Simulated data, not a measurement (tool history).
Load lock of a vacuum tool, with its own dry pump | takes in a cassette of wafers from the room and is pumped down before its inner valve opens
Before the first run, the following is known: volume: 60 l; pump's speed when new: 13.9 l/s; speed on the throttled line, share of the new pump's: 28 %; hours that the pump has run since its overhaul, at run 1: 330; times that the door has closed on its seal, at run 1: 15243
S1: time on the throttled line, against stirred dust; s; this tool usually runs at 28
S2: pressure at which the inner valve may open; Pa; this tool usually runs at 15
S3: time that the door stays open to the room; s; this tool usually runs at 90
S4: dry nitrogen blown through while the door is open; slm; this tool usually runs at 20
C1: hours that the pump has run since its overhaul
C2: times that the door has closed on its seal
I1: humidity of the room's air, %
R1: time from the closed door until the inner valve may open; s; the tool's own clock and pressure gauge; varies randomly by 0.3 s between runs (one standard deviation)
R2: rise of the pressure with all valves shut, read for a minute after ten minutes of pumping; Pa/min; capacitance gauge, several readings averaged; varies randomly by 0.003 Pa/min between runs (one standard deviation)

run,hour,S1,S2,S3,S4,C1,C2,I1,R1,R2
1,0.0,28,15,90,20,330,15243,46.1,57.7,0.104
2,230.7,28,15,198,20,561,16306,44.8,58.7,0.118
3,426.8,28,15,90,20,757,17210,42.2,58.0,0.122
4,681.2,28,15,90,20,1011,18383,44.3,58.3,0.131
5,889.8,28,15,90,20,1220,19344,44.1,58.1,0.135
6,1056.2,28,15,90,20,1386,20111,45.6,58.1,0.147
7,1328.4,28,18,90,20,1658,21365,45.6,57.5,0.153
8,1566.2,28,18,90,20,1896,22461,47.0,58.0,0.174
9,1732.9,18,15,90,4,2063,23230,45.0,51.1,0.192
10,1985.6,40,25,45,8,2316,24394,43.9,65.2,0.188
11,2115.4,28,11,90,28,2445,24993,42.2,60.3,0.190
12,2392.2,27,11,46,6,2722,26268,45.0,59.3,0.219
13,2703.8,19,11,46,5,3034,27704,44.9,54.1,0.228
14,3014.5,25,24,90,17,3344,29136,43.1,53.9,0.232
15,3172.4,25,24,90,17,3502,29864,47.8,54.6,0.253

Predict each of these 3 candidate next runs independently; none follows another, all start after run 15:
A,3322.3,28,15,35,20,3652,30555,46.1,?,?
B,3322.3,15,12,69,20,3652,30555,45.9,?,?
C,3322.3,54,12,90,17,3652,30555,43.6,?,?

run,R1,R2
A,59.1,0.241
B,50.8,0.248
C,78.2,0.257
What these runs would have given with no unlogged condition in the tool:
run,R1,R2
A,58.4,0.014
B,50.0,0.018
C,77.7,0.028
